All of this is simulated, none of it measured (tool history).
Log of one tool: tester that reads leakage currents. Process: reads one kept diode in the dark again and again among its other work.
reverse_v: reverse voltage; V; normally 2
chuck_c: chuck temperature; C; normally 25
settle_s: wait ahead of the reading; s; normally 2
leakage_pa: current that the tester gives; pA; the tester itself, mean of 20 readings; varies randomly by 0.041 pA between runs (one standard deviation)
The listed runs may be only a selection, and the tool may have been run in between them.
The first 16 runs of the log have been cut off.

run     day  reverse_v  chuck_c  settle_s  hours of work since the probe card was cleaned  hours of work since the tester was calibrated  hours of work since the chuck was calibrated  leakage_pa
 17  15.421          2       25      5.27                                              52                                            912                                           340       11.09
 18   16.05          2       25      5.27                                              63                                            923                                           351       11.02
 19  16.758          2       25         2                                              75                                            935                                           364        11.2
       17.4  -- probe card cleaned and baked, once more
 20  17.583          2       25         2                                               3                                            947                                           376       10.99
 21  18.896      13.72       44         2                                              26                                            970                                           399       93.43
 22    20.2      11.82       36         2                                              49                                            993                                           421       48.94
 23  20.925      11.82       36         2                                              61                                           1005                                           434       49.04
 24  21.646      11.82       36         2                                              74                                           1018                                           447       49.04
 25  22.275       9.24       29         2                                              85                                           1029                                           458       26.37
 26  23.154       4.69       27         2                                             100                                           1044                                           473       17.57
 27  23.825       6.64       35      0.51                                             112                                           1056                                           485       38.24
 28  24.504       5.69       24         2                                             124                                           1068                                           496       14.89
 29  25.571       5.69       24         2                                             142                                           1086                                           515       14.87
 30  26.583       5.69       24      1.61                                             160                                           1104                                           533       14.84
 31  27.854          2       53         2                                             182                                           1126                                           555        91.8
 32  28.479       5.38       20      0.82                                             193                                           1137                                           566       10.86
 33  29.092       5.38       20      0.82                                             203                                           1148                                           576       10.95

For run 34, what comes out?
 34  29.979       4.42       21       2.7                                             219                                           1163                                           592           ?

Logged for run 34: leakage_pa 10.57 pA.
Minus the tool's unlogged condition, the same run would have read leakage_pa 10.37 pA.

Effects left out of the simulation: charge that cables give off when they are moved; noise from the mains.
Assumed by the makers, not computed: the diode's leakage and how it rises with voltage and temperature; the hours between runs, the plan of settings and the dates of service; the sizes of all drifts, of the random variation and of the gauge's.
